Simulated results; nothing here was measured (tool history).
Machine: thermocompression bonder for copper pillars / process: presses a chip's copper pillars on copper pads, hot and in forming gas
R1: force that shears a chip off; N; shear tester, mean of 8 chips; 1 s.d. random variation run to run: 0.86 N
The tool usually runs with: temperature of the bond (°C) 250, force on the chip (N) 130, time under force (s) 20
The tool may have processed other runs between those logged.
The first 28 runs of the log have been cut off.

Run 29, hour 230.3: usual settings but temperature of the bond (°C) 230, force on the chip (N) 156, time under force (s) 54. Result: R1 90.7 N.
Run 30, hour 238.8: usual settings but temperature of the bond (°C) 230, force on the chip (N) 115, time under force (s) 28. Result: R1 63.0 N.
Run 31, hour 247.1: usual settings but force on the chip (N) 109, time under force (s) 36. Result: R1 88.6 N.
Run 32, hour 257.9: usual settings but force on the chip (N) 109, time under force (s) 36. Result: R1 89.9 N.
Run 33, hour 264.0: usual settings but temperature of the bond (°C) 243, force on the chip (N) 110, time under force (s) 17. Result: R1 63.9 N.
Run 34, hour 275.0: usual settings but temperature of the bond (°C) 223, time under force (s) 15. Result: R1 46.5 N.
Run 35, hour 286.2: usual settings but temperature of the bond (°C) 223, force on the chip (N) 116. Result: R1 47.2 N.
Run 36, hour 292.8: usual settings but force on the chip (N) 108, time under force (s) 24. Result: R1 79.9 N.
Run 37, hour 300.7: usual settings but force on the chip (N) 82. Result: R1 63.3 N.
Run 38, hour 309.7: usual settings but force on the chip (N) 167. Result: R1 90.6 N.
Run 39, hour 317.3: usual settings but temperature of the bond (°C) 227, force on the chip (N) 115. Result: R1 51.2 N.

Each row is a separate what-if for the run after 39, all from the same tool condition, not one after another. Results?
Run A, hour 326.1: usual settings but temperature of the bond (°C) 239, force on the chip (N) 115. Result: R1 ?.
Run B, hour 326.1: usual settings but temperature of the bond (°C) 245, force on the chip (N) 115. Result: R1 ?.
Run C, hour 326.1: usual settings but temperature of the bond (°C) 224. Result: R1 ?.
Run D, hour 326.1: usual settings but temperature of the bond (°C) 227, force on the chip (N) 107. Result: R1 ?.

run    R1
  A  64.1
  B  71.6
  C  53.5
  D  50.4
With the hidden condition removed and each run's random variation left untouched, the same runs would have given:
run    R1
  A  65.0
  B  72.5
  C  54.2
  D  51.0
